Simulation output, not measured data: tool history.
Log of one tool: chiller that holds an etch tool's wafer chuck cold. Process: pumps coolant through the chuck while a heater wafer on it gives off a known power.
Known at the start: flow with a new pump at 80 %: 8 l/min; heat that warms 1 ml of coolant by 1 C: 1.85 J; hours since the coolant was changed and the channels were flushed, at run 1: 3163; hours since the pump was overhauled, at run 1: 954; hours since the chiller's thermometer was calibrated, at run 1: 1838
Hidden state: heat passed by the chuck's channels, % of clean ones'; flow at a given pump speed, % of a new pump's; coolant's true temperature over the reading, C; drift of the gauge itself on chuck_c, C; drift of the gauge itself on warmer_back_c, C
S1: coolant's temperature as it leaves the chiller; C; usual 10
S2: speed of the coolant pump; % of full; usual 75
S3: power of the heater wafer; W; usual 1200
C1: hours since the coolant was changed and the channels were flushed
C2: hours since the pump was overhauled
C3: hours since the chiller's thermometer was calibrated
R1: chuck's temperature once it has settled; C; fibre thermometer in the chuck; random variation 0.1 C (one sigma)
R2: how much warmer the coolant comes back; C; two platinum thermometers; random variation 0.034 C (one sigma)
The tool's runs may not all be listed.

run 1 day=0 | S1=10 S2=75 S3=1200 | C1=3163 C2=954 C3=1838 | R1=26.8 R2=5.16
run 2 day=1.467 | S1=10 S2=75 S3=1200 | C1=3198 C2=989 C3=1873 | R1=26.6 R2=5.14
run 3 day=2.4 | S1=10 S2=75 S3=1200 | C1=3220 C2=1012 C3=1895 | R1=26.8 R2=5.11
run 4 day=3.879 | S1=10 S2=75 S3=1200 | C1=3256 C2=1047 C3=1931 | R1=26.8 R2=5.14
run 5 day=4.917 | S1=10 S2=75 S3=1200 | C1=3281 C2=1072 C3=1956 | R1=26.8 R2=5.16
run 6 day=5.75 | S1=10 S2=75 S3=1200 | C1=3301 C2=1092 C3=1976 | R1=27 R2=5.08
run 7 day=6.888 | S1=10 S2=75 S3=1200 | C1=3328 C2=1119 C3=2003 | R1=26.7 R2=5.1
run 8 day=7.688 | S1=10 S2=75 S3=1200 | C1=3347 C2=1139 C3=2022 | R1=26.6 R2=5.08
run 9 day=8.733 | S1=10 S2=69 S3=1200 | C1=3372 C2=1164 C3=2047 | R1=28 R2=5.51
run 10 day=9.6 | S1=10 S2=69 S3=1200 | C1=3393 C2=1184 C3=2068 | R1=28.1 R2=5.56
run 11 day=10.421 | S1=10 S2=69 S3=1200 | C1=3413 C2=1204 C3=2088 | R1=27.9 R2=5.49
run 12 day=11.938 | S1=10 S2=69 S3=1200 | C1=3449 C2=1241 C3=2124 | R1=28 R2=5.5
run 13 day=12.704 | S1=10 S2=75 S3=1200 | C1=3468 C2=1259 C3=2142 | R1=26.8 R2=4.96
run 14 day=13.833 | S1=10 S2=75 S3=1233 | C1=3495 C2=1286 C3=2170 | R1=27.3 R2=5.12
run 15 day=14.738 | S1=10 S2=75 S3=1233 | C1=3517 C2=1308 C3=2191 | R1=27.2 R2=5.13
run 16 day=15.433 | S1=10 S2=75 S3=1200 | C1=3533 C2=1324 C3=2208 | R1=26.8 R2=4.92
run 17 day=16.625 | S1=0 S2=77 S3=1690 | C1=3562 C2=1353 C3=2237 | R1=23.3 R2=6.82
run 18 day=17.938 | S1=15 S2=77 S3=1030 | C1=3593 C2=1385 C3=2268 | R1=29.3 R2=4.06
run 19 day=19.1 | S1=15 S2=77 S3=1030 | C1=3621 C2=1412 C3=2296 | R1=28.8 R2=4.01
run 20 day=20.25 | S1=4 S2=90 S3=720 | C1=3649 C2=1440 C3=2324 | R1=12.6 R2=2.19

The next listed run, before its measurement:
run 21 day=21.279 | S1=1 S2=74 S3=1254 | C1=3674 C2=1465 C3=2348 | R1=? R2=?

R1: 18.8 C
R2: 5.17 C
Without the tool's hidden state the same run would have given R1 18.8 C, R2 5.54 C.
